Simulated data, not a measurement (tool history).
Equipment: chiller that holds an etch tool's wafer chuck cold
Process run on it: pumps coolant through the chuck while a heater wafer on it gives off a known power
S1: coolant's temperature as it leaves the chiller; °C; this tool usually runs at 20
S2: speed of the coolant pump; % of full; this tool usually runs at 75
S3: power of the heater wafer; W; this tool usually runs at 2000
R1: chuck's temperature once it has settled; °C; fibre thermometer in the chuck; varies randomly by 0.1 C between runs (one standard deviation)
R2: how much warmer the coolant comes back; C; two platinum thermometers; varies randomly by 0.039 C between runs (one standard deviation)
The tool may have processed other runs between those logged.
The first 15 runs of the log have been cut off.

{"run": 16, "hour": 2169.5, "S1": 20, "S2": 92, "S3": 1714, "R1": 35.5, "R2": 6.3}
{"run": 17, "hour": 2334.1, "S1": 20, "S2": 92, "S3": 1714, "R1": 35.8, "R2": 6.35}
{"run": 18, "hour": 2473.1, "S1": 20, "S2": 75, "S3": 1437, "R1": 35.6, "R2": 6.54}
{"hour": 2508.4, "done": "coolant changed, channels flushed"}
{"run": 19, "hour": 2570.9, "S1": 22, "S2": 95, "S3": 1437, "R1": 33.5, "R2": 5.16}
{"run": 20, "hour": 2770.2, "S1": 22, "S2": 95, "S3": 1437, "R1": 33.6, "R2": 5.19}
{"run": 21, "hour": 2926.8, "S1": 23, "S2": 77, "S3": 2643, "R1": 48.4, "R2": 11.9}
{"run": 22, "hour": 3028.9, "S1": 17, "S2": 92, "S3": 1357, "R1": 28.7, "R2": 5.07}
{"run": 23, "hour": 3138.9, "S1": 20, "S2": 61, "S3": 1076, "R1": 32.6, "R2": 6.24}
{"run": 24, "hour": 3343.6, "S1": 12, "S2": 75, "S3": 2513, "R1": 36.9, "R2": 11.81}
{"run": 25, "hour": 3434.6, "S1": 12, "S2": 78, "S3": 2000, "R1": 31.6, "R2": 8.98}
{"run": 26, "hour": 3569.0, "S1": 18, "S2": 96, "S3": 1932, "R1": 34.3, "R2": 7.01}
{"run": 27, "hour": 3745.6, "S1": 18, "S2": 96, "S3": 1932, "R1": 34.4, "R2": 7.09}
{"hour": 3899.2, "done": "chiller's thermometer calibrated"}
{"run": 28, "hour": 3908.9, "S1": 20, "S2": 82, "S3": 1258, "R1": 31.9, "R2": 5.44}

The next listed run, before its measurement:
{"run": 29, "hour": 4006.6, "S1": 20, "S2": 82, "S3": 1258, "R1": "?", "R2": "?"}

R1: 31.8 °C
R2: 5.45 C
With the hidden condition absent and the run-to-run variation left alone, this run would have shown R1 30.2 °C, R2 4.88 C.

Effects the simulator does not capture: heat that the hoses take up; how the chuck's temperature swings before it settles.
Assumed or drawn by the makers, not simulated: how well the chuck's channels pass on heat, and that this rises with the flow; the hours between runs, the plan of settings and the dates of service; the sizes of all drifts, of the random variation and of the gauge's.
